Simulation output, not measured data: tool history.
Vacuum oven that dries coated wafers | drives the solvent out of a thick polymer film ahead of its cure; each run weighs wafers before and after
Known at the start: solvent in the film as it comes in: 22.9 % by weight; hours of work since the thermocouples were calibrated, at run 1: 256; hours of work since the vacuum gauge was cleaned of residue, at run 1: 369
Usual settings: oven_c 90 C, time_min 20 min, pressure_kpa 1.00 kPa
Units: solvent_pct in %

run,hour,oven_c,time_min,pressure_kpa,hours of work since the thermocouples were calibrated,hours of work since the vacuum gauge was cleaned of residue,solvent_pct
1,0.0,90,20,1.00,256,369,5.30
2,17.1,90,20,1.00,266,379,5.19
3,27.4,90,20,1.00,273,386,5.17
4,34.9,90,20,1.00,277,390,5.30
5,49.6,102,20,1.00,286,399,1.53
6,63.2,77,20,1.00,295,408,11.28
7,77.9,77,20,1.00,304,417,11.02
8,85.7,90,20,1.00,308,421,5.12
9,97.2,90,20,1.00,315,428,5.19
10,109.7,90,20,1.00,323,436,5.27
11,120.6,99,20,1.00,330,443,2.08
12,138.2,99,20,1.00,341,453,2.10
13,153.1,90,20,1.00,350,463,5.24
14,160.2,90,20,1.00,354,467,5.22
15,169.7,90,20,1.00,360,473,5.35
16,181.9,90,20,1.00,367,480,5.24
17,189.3,90,15,1.00,372,485,7.07
18,202.1,90,15,1.00,380,493,7.06
19,215.1,83,35,1.16,388,501,5.07
20,229.0,83,35,1.16,396,509,5.10
21,237.6,90,20,0.97,401,514,5.42
22,255.2,90,20,0.97,412,525,5.21
23,263.7,98,22,0.70,417,530,1.81
24,280.6,93,23,0.68,428,541,3.00
25,290.3,79,20,2.04,434,547,11.18
26,298.1,76,25,3.78,438,551,12.66
27,310.6,100,16,1.48,446,559,2.99
28,324.1,79,28,3.98,454,567,10.64
29,337.6,79,28,3.98,463,575,10.90
30,351.3,79,28,1.06,471,584,8.51
31,365.7,79,28,1.06,480,593,8.23
32,373.0,95,20,1.56,484,597,3.58
33,380.9,84,18,1.03,489,602,8.83
34,392.3,84,18,1.03,496,609,8.85

Measured less the same run without the tool's hidden state. The same run-to-run variation is in both; the gauge's scatter may not be:
The hidden state here: true wafer temperature over the reading, C; true pressure over the reading, kPa; drift of the gauge itself on solvent_pct, %.
run,solvent_pct
1,+0.14
2,+0.13
3,+0.14
4,+0.14
5,+0.10
6,+0.15
7,+0.14
8,+0.13
9,+0.13
10,+0.13
11,+0.11
12,+0.11
13,+0.13
14,+0.13
15,+0.13
16,+0.13
17,+0.11
18,+0.11
19,+0.18
20,+0.18
21,+0.13
22,+0.13
23,+0.12
24,+0.13
25,+0.14
26,+0.16
27,+0.10
28,+0.17
29,+0.16
30,+0.17
31,+0.16
32,+0.12
33,+0.12
34,+0.12
